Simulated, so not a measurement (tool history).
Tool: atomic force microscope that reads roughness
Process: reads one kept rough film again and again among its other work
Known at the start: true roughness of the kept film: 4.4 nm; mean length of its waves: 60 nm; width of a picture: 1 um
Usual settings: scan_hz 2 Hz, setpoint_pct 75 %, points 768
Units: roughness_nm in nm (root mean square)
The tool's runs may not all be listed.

| run | hour | scan_hz | setpoint_pct | points | roughness_nm |
|---|---|---|---|---|---|
| 1 | 0 | 2 | 75 | 768 | 3.599 |
| 2 | 16.3 | 2 | 67 | 768 | 3.784 |
| 3 | 41.2 | 2 | 67 | 768 | 3.718 |
| 4 | 61.8 | 2 | 67 | 768 | 3.689 |
| 5 | 81.9 | 2 | 67 | 768 | 3.681 |
| 6 | 117.4 | 2 | 75 | 768 | 3.438 |
| 7 | 144.8 | 2 | 75 | 768 | 3.361 |
| 8 | 177.3 | 0.96 | 75 | 768 | 3.618 |
| 9 | 194.8 | 0.96 | 75 | 768 | 3.613 |
|  | 201.9 | new tip fitted |
| 10 | 229.8 | 2 | 75 | 768 | 3.52 |
| 11 | 255.6 | 2 | 75 | 313 | 3.497 |
| 12 | 281.6 | 2 | 75 | 313 | 3.468 |
| 13 | 297.4 | 0.63 | 79 | 768 | 3.808 |
| 14 | 320.5 | 1.64 | 74 | 768 | 3.546 |
| 15 | 343.5 | 2.94 | 80 | 768 | 3.003 |
| 16 | 382.2 | 3.1 | 80 | 303 | 2.891 |
|  | 405.1 | new tip fitted |
| 17 | 415.8 | 1.21 | 56 | 547 | 4.06 |
| 18 | 448.9 | 2.57 | 56 | 693 | 3.884 |
| 19 | 481 | 2 | 86 | 718 | 3.11 |
| 20 | 509 | 1.4 | 80 | 768 | 3.487 |
| 21 | 531.5 | 2.63 | 81 | 874 | 3.045 |
| 22 | 564.9 | 2.97 | 66 | 874 | 3.418 |
| 23 | 583.6 | 1.82 | 66 | 456 | 3.602 |
|  | 606.1 | new tip fitted |
| 24 | 606.1 | 1.82 | 66 | 456 | 3.814 |

5 ways to go on from here, each from the tool as it stands after run 24. What would each give?
| A | 630.3 | 1.82 | 55 | 456 | ? |
| B | 630.3 | 2 | 64 | 768 | ? |
| C | 630.3 | 3.85 | 77 | 551 | ? |
| D | 630.3 | 0.56 | 62 | 552 | ? |
| E | 630.3 | 2 | 75 | 394 | ? |

| run | roughness_nm |
|---|---|
| A | 3.988 |
| B | 3.807 |
| C | 3.029 |
| D | 4.073 |
| E | 3.515 |
Without the tool's hidden state the same runs would have given:
| run | roughness_nm |
|---|---|
| A | 4.107 |
| B | 3.92 |
| C | 3.119 |
| D | 4.195 |
| E | 3.619 |
